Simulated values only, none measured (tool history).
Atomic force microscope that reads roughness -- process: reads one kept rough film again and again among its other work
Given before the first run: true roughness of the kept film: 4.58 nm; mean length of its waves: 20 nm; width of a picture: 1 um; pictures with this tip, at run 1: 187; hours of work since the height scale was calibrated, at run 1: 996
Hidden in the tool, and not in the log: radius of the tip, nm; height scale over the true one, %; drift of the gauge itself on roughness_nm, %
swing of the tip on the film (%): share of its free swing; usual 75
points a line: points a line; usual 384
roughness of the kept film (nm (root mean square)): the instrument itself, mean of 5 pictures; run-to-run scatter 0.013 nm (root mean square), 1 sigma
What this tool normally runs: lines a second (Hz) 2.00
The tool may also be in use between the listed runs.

| run | hour | lines a second (Hz) | swing of the tip on the film (%) | points a line | pictures with this tip | hours of work since the height scale was calibrated | roughness of the kept film (nm (root mean square)) |
|---|---|---|---|---|---|---|---|
| 1 | 0.0 | 2.00 | 75 | 384 | 187 | 996 | 2.262 |
| 2 | 43.1 | 2.00 | 75 | 384 | 269 | 1024 | 2.026 |
| 3 | 96.7 | 0.70 | 75 | 384 | 371 | 1059 | 1.890 |
|  | 112.5 | new tip fitted |
| 4 | 126.6 | 0.70 | 75 | 384 | 27 | 1078 | 3.125 |
| 5 | 179.4 | 0.70 | 75 | 384 | 127 | 1112 | 2.646 |
| 6 | 219.1 | 1.59 | 75 | 384 | 202 | 1138 | 2.297 |
| 7 | 256.8 | 2.00 | 87 | 384 | 274 | 1162 | 1.909 |
| 8 | 296.5 | 2.00 | 87 | 384 | 349 | 1188 | 1.748 |
|  | 321.2 | new tip fitted |
| 9 | 339.8 | 0.70 | 75 | 384 | 35 | 1216 | 3.019 |
| 10 | 383.3 | 0.70 | 75 | 384 | 118 | 1244 | 2.597 |
| 11 | 409.0 | 0.70 | 75 | 384 | 166 | 1260 | 2.372 |
| 12 | 439.5 | 1.35 | 75 | 539 | 224 | 1280 | 2.157 |
|  | 451.8 | height scale calibrated on a step standard |
| 13 | 490.5 | 2.00 | 59 | 909 | 319 | 25 | 2.014 |
|  | 531.3 | new tip fitted |
| 14 | 543.3 | 2.00 | 59 | 909 | 23 | 59 | 3.202 |
| 15 | 574.5 | 2.00 | 81 | 1005 | 82 | 79 | 2.692 |
| 16 | 611.9 | 2.00 | 79 | 384 | 153 | 103 | 2.411 |
| 17 | 656.2 | 1.14 | 72 | 532 | 237 | 132 | 2.280 |
| 18 | 705.2 | 1.14 | 60 | 727 | 330 | 164 | 2.054 |
| 19 | 734.0 | 2.00 | 83 | 384 | 385 | 182 | 1.726 |

Run 20 comes next. What will it give?
|  | 741.1 | new tip fitted |
| 20 | 777.2 | 1.04 | 56 | 745 | 69 | 210 | ? |

Run 20 gave roughness of the kept film (nm (root mean square)) 2.965.
The same run, on a tool lacking any hidden state, would have yielded roughness of the kept film (nm (root mean square)) 3.430.
